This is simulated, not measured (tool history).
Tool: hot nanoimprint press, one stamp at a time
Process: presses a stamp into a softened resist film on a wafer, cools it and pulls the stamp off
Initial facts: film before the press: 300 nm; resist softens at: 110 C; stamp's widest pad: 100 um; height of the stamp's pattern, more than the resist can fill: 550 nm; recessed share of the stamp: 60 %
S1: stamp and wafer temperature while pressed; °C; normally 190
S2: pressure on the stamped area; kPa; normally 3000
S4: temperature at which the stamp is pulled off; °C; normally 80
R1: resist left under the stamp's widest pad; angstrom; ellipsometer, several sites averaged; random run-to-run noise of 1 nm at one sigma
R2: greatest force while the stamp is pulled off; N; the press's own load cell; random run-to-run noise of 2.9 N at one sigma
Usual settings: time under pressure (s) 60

Run 1, hour 0: usual settings. Result: R1 1652 angstrom, R2 136 N.
At hour 83.7: plate thermocouple calibrated.
Run 2, hour 86.7: usual settings but S4 68 °C. Result: R1 1601 angstrom, R2 167 N.
Run 3, hour 167.8: usual settings but S4 68 °C. Result: R1 1606 angstrom, R2 177 N.
Run 4, hour 231.9: usual settings but S4 68 °C. Result: R1 1598 angstrom, R2 176 N.
Run 5, hour 306.8: usual settings but S4 68 °C. Result: R1 1620 angstrom, R2 194 N.
Run 6, hour 400.9: usual settings but S4 68 °C. Result: R1 1615 angstrom, R2 198 N.
At hour 434.7: stamp cleaned and given a new release coat.
Run 7, hour 476.2: usual settings but S1 184 °C. Result: R1 1996 angstrom, R2 135 N.
Run 8, hour 526.9: usual settings but S1 184 °C. Result: R1 2008 angstrom, R2 144 N.
Run 9, hour 570.7: usual settings but S1 184 °C. Result: R1 2015 angstrom, R2 148 N.
Run 10, hour 620.6: usual settings but S2 3160 kPa. Result: R1 1628 angstrom, R2 148 N.
Run 11, hour 698.6: usual settings but S4 70 °C. Result: R1 1650 angstrom, R2 181 N.
Run 12, hour 754: usual settings but S4 70 °C. Result: R1 1640 angstrom, R2 179 N.
Run 13, hour 852.6: usual settings but S2 4250 kPa, time under pressure (s) 32, S4 70 °C. Result: R1 1803 angstrom, R2 198 N.
At hour 867.9: stamp cleaned and given a new release coat.
At hour 941.8: plate thermocouple calibrated.
Run 14, hour 957.5: usual settings but S2 4250 kPa, time under pressure (s) 32, S4 70 °C. Result: R1 1761 angstrom, R2 166 N.
Run 15, hour 1007.4: usual settings but S2 2110 kPa, time under pressure (s) 58. Result: R1 1887 angstrom, R2 144 N.
Run 16, hour 1066.2: usual settings but S1 198 °C, time under pressure (s) 70. Result: R1 1156 angstrom, R2 151 N.
Run 17, hour 1136.5: usual settings but S1 198 °C, time under pressure (s) 30, S4 86 °C. Result: R1 1589 angstrom, R2 144 N.
Run 18, hour 1181.6: usual settings but S1 198 °C, time under pressure (s) 30, S4 86 °C. Result: R1 1614 angstrom, R2 140 N.
Run 19, hour 1224.7: usual settings but S1 198 °C, time under pressure (s) 30, S4 86 °C. Result: R1 1590 angstrom, R2 144 N.
At hour 1301.5: stamp cleaned and given a new release coat.
Run 20, hour 1328.8: usual settings but S1 193 °C, time under pressure (s) 30, S4 86 °C. Result: R1 1884 angstrom, R2 126 N.
Run 21, hour 1426.1: usual settings but S1 193 °C, time under pressure (s) 30, S4 86 °C. Result: R1 1892 angstrom, R2 135 N.
Run 22, hour 1471.6: usual settings but S2 2100 kPa, S4 81 °C. Result: R1 1906 angstrom, R2 142 N.
Run 23, hour 1571: usual settings but S2 2100 kPa, S4 81 °C. Result: R1 1899 angstrom, R2 156 N.
Run 24, hour 1621.4: usual settings but S2 4370 kPa, time under pressure (s) 30, S4 87 °C. Result: R1 1856 angstrom, R2 145 N.

Predict each of these 5 candidate next runs independently; none follows another, all start after run 24:
Run A, hour 1714.5: usual settings but S1 181 °C, S2 4370 kPa, time under pressure (s) 39, S4 84 °C. Result: R1 ?, R2 ?.
Run B, hour 1714.5: usual settings but time under pressure (s) 62, S4 82 °C. Result: R1 ?, R2 ?.
Run C, hour 1714.5: usual settings but S2 4570 kPa, time under pressure (s) 46. Result: R1 ?, R2 ?.
Run D, hour 1714.5: usual settings but S2 4370 kPa, time under pressure (s) 63, S4 79 °C. Result: R1 ?, R2 ?.
Run E, hour 1714.5: usual settings but S4 68 °C. Result: R1 ?, R2 ?.

run    R1   R2
  A  2290  157
  B  1683  168
  C  1608  175
  D  1479  170
  E  1703  195
The same runs, with their run-to-run variation unchanged, on a tool lacking any hidden condition would have given:
run    R1   R2
  A  2155  126
  B  1569  135
  C  1467  141
  D  1346  136
  E  1589  157
